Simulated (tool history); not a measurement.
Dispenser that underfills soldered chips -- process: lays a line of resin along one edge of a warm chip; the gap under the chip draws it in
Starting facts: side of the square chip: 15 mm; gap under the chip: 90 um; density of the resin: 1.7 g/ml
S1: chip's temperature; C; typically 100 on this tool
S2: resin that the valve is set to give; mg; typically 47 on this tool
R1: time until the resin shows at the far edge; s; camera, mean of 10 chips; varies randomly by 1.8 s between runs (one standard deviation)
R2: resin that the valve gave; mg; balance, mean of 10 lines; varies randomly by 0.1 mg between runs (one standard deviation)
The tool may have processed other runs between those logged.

run	hour	S1	S2	R1	R2
1	0	100	47	186.5	46.11
2	10.5	100	47	194.7	46.97
3	15.8	100	47	238.2	47.08
4	21.1	100	47	208.2	46.78
5	30.5	100	47	206.4	46.58
6	37	100	40.6	203.7	40.25
7	46.8	111	40.6	136.4	40.04
8	53.5	111	40.6	123.2	40.05
9	63.2	111	40.6	121.9	40.49
10	68.2	111	40.6	148.7	40.5
11	74.1	111	40.6	138.1	40.35
12	78.7	111	40.6	120	40.39
13	84.7	86	40.6	467.2	40.21
14	94.2	107	42.9	176.9	42.28
15	101.1	109	40.4	156.6	39.75
16	107.4	101	51.5	192.4	50.64
17	116.7	101	51.5	190.2	51.97
18	121.8	111	51.6	109.8	51.79
19	131.1	111	51.6	112	51.65
20	140.7	105	53.9	154	53.61
21	150.6	93	40	289.6	39.84
22	154.6	94	60.6	294.3	60.25
23	160	108	42.8	151.1	42.27
24	169.5	104	40.4	192.7	39.92
25	178.4	101	47	200.6	46.72

Not shown: 24 entries that the log had between the listed runs. Between which runs, and how does the tool's hidden state differ before and after?
After run 1, before run 2: dispensing valve cleaned and set on the balance (hour 5); new syringe of resin (hour 8.1)
  resin's viscosity, % of fresh resin's: 106.7 -> 111.4; dose that the valve gives, % of what is set: 98.32 -> 100.08; true chip temperature over the reading, C: -0.22 -> -0.25
  measured minus no-state result, R1: +14.1 -> +21.8 s; R2: -0.79 -> +0.04 mg
After run 3, before run 4: new syringe of resin (hour 16.9)
  resin's viscosity, % of fresh resin's: 134.8 -> 117.9; dose that the valve gives, % of what is set: 99.9 -> 99.71; true chip temperature over the reading, C: -0.27 -> -0.29
  measured minus no-state result, R1: +63.7 -> +34 s; R2: -0.04 -> -0.14 mg
After run 4, before run 5: new syringe of resin (hour 25.9)
  resin's viscosity, % of fresh resin's: 117.9 -> 118.8; dose that the valve gives, % of what is set: 99.71 -> 99.38; true chip temperature over the reading, C: -0.29 -> -0.33
  measured minus no-state result, R1: +34 -> +35.4 s; R2: -0.14 -> -0.3 mg
After run 5, before run 6: new syringe of resin (hour 34.6)
  resin's viscosity, % of fresh resin's: 118.8 -> 109.7; dose that the valve gives, % of what is set: 99.38 -> 99.16; true chip temperature over the reading, C: -0.33 -> -0.35
  measured minus no-state result, R1: +35.4 -> +21.4 s; R2: -0.3 -> -0.34 mg
After run 6, before run 7: new syringe of resin (hour 43)
  resin's viscosity, % of fresh resin's: 109.7 -> 115.8; dose that the valve gives, % of what is set: 99.16 -> 98.84; true chip temperature over the reading, C: -0.35 -> -0.38
  measured minus no-state result, R1: +21.4 -> +20.9 s; R2: -0.34 -> -0.47 mg
After run 7, before run 8: new syringe of resin (hour 51.5)
  resin's viscosity, % of fresh resin's: 115.8 -> 106.6; dose that the valve gives, % of what is set: 98.84 -> 98.61; true chip temperature over the reading, C: -0.38 -> -0.41
  measured minus no-state result, R1: +20.9 -> +10.3 s; R2: -0.47 -> -0.57 mg
After run 8, before run 9: new syringe of resin (hour 60.1); dispensing valve cleaned and set on the balance (hour 61.1)
  resin's viscosity, % of fresh resin's: 106.6 -> 105.7; dose that the valve gives, % of what is set: 98.61 -> 99.81; true chip temperature over the reading, C: -0.41 -> -0.43
  measured minus no-state result, R1: +10.3 -> +8.7 s; R2: -0.57 -> -0.08 mg
After run 10, before run 11: new syringe of resin (hour 69.8)
  resin's viscosity, % of fresh resin's: 126.4 -> 117.2; dose that the valve gives, % of what is set: 99.63 -> 99.42; true chip temperature over the reading, C: -0.45 -> -0.47
  measured minus no-state result, R1: +33.5 -> +22.9 s; R2: -0.14 -> -0.24 mg
After run 11, before run 12: new syringe of resin (hour 78.1)
  resin's viscosity, % of fresh resin's: 117.2 -> 103.3; dose that the valve gives, % of what is set: 99.42 -> 99.26; true chip temperature over the reading, C: -0.47 -> -0.49
  measured minus no-state result, R1: +22.9 -> +6.5 s; R2: -0.24 -> -0.3 mg
After run 13, before run 14: new syringe of resin (hour 86.6)
  resin's viscosity, % of fresh resin's: 128.6 -> 130.5; dose that the valve gives, % of what is set: 99.06 -> 98.73; true chip temperature over the reading, C: -0.51 -> -0.55
  measured minus no-state result, R1: +113.9 -> +45.2 s; R2: -0.38 -> -0.54 mg
After run 14, before run 15: new syringe of resin (hour 95.3)
  resin's viscosity, % of fresh resin's: 130.5 -> 122.7; dose that the valve gives, % of what is set: 98.73 -> 98.5; true chip temperature over the reading, C: -0.55 -> -0.57
  measured minus no-state result, R1: +45.2 -> +32.7 s; R2: -0.54 -> -0.61 mg
After run 15, before run 16: new syringe of resin (hour 103.7)
  resin's viscosity, % of fresh resin's: 122.7 -> 115.3; dose that the valve gives, % of what is set: 98.5 -> 98.26; true chip temperature over the reading, C: -0.57 -> -0.59
  measured minus no-state result, R1: +32.7 -> +30.3 s; R2: -0.61 -> -0.9 mg
After run 16, before run 17: new syringe of resin (hour 112.2); dispensing valve cleaned and set on the balance (hour 116.3)
  resin's viscosity, % of fresh resin's: 115.3 -> 114.2; dose that the valve gives, % of what is set: 98.26 -> 100.45; true chip temperature over the reading, C: -0.59 -> -0.62
  measured minus no-state result, R1: +30.3 -> +28 s; R2: -0.9 -> +0.24 mg
After run 17, before run 18: new syringe of resin (hour 121.8)
  resin's viscosity, % of fresh resin's: 114.2 -> 100.7; dose that the valve gives, % of what is set: 100.45 -> 100.27; true chip temperature over the reading, C: -0.62 -> -0.64
  measured minus no-state result, R1: +28 -> +3.5 s; R2: +0.24 -> +0.14 mg
After run 18, before run 19: new syringe of resin (hour 130.5)
  resin's viscosity, % of fresh resin's: 100.7 -> 102.5; dose that the valve gives, % of what is set: 100.27 -> 99.94; true chip temperature over the reading, C: -0.64 -> -0.67
  measured minus no-state result, R1: +3.5 -> +5.7 s; R2: +0.14 -> -0.03 mg
After run 19, before run 20: new syringe of resin (hour 138.8)
  resin's viscosity, % of fresh resin's: 102.5 -> 108.4; dose that the valve gives, % of what is set: 99.94 -> 99.62; true chip temperature over the reading, C: -0.67 -> -0.7
  measured minus no-state result, R1: +5.7 -> +16.1 s; R2: -0.03 -> -0.2 mg
After run 20, before run 21: new syringe of resin (hour 147.4)
  resin's viscosity, % of fresh resin's: 108.4 -> 111.3; dose that the valve gives, % of what is set: 99.62 -> 99.28; true chip temperature over the reading, C: -0.7 -> -0.73
  measured minus no-state result, R1: +16.1 -> +38.7 s; R2: -0.2 -> -0.29 mg
After run 22, before run 23: new syringe of resin (hour 156)
  resin's viscosity, % of fresh resin's: 128.6 -> 114.8; dose that the valve gives, % of what is set: 99.14 -> 98.93; true chip temperature over the reading, C: -0.75 -> -0.76
  measured minus no-state result, R1: +73.4 -> +24.2 s; R2: -0.53 -> -0.46 mg
After run 23, before run 24: new syringe of resin (hour 164.7)
  resin's viscosity, % of fresh resin's: 114.8 -> 120.7; dose that the valve gives, % of what is set: 98.93 -> 98.61; true chip temperature over the reading, C: -0.76 -> -0.8
  measured minus no-state result, R1: +24.2 -> +39.4 s; R2: -0.46 -> -0.56 mg
After run 24, before run 25: dispensing valve cleaned and set on the balance (hour 171.6); new syringe of resin (hour 174.2)
  resin's viscosity, % of fresh resin's: 120.7 -> 117.8; dose that the valve gives, % of what is set: 98.61 -> 99.52; true chip temperature over the reading, C: -0.8 -> -0.82
  measured minus no-state result, R1: +39.4 -> +36.6 s; R2: -0.56 -> -0.23 mg
